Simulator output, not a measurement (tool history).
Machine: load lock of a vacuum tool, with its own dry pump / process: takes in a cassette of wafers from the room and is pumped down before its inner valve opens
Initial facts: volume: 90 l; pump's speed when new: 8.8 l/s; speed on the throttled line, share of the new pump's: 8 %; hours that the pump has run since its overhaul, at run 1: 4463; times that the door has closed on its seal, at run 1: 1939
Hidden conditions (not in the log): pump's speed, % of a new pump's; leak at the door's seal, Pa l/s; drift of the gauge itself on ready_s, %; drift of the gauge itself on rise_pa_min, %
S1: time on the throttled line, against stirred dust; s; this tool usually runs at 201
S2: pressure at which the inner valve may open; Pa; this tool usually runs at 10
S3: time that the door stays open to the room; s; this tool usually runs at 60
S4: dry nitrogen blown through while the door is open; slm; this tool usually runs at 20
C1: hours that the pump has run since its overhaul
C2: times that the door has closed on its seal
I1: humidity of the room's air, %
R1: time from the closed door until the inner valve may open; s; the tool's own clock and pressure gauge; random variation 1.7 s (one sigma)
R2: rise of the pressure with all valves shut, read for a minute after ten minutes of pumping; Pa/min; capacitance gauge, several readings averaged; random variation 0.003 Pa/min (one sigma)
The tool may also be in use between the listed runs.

run    hour   S1  S2   S3  S4    C1    C2    I1     R1     R2
  1       0  201  10   60  20  4463  1939  44.2  285.8  0.034
  2   124.4  201  10   60   6  4587  2356  41.9  286.8  0.055
  3   239.8  326  10   60  20  4703  2743  45.7    397  0.042
  4   352.6  201  10   60  43  4816  3122  45.4  286.2  0.034
  5   500.4  201  10   60  20  4963  3617  46.5  284.2  0.043
  6   592.1  201  10   60  20  5055  3925  43.4  287.2  0.042
  7   730.6  201  10   60  20  5194  4389  45.6  288.1  0.047
  8   898.4  201  10   60  20  5361  4951  46.3  288.3  0.054
  9  1049.9  201  10   60  20  5513  5459  45.4  288.2  0.057
 10  1161.1  201  10   60  20  5624  5832    41  286.8  0.054
 11  1270.2  201  10   60  20  5733  6198  44.4  287.4  0.064
 12    1433  104  13   60  13  5896  6744  42.6  195.7  0.072
 13  1583.5  271  10  158  20  6047  7248  45.3  351.9  0.094
 14  1688.6  302  11  141  18  6152  7601  44.9  376.1  0.096

Measured result minus the same run's result without the hidden state. Both carry the same run-to-run variation, though not necessarily the same gauge scatter:
run    R1      R2
  1  +6.4  +0.015
  2  +6.6  +0.017
  3  +5.8  +0.019
  4  +7.1  +0.021
  5  +7.2  +0.024
  6  +7.4  +0.026
  7  +7.7  +0.029
  8  +7.9  +0.033
  9  +8.2  +0.037
 10  +8.3  +0.039
 11  +8.5  +0.042
 12  +9.3  +0.048
 13  +8.4  +0.053
 14  +8.1  +0.056

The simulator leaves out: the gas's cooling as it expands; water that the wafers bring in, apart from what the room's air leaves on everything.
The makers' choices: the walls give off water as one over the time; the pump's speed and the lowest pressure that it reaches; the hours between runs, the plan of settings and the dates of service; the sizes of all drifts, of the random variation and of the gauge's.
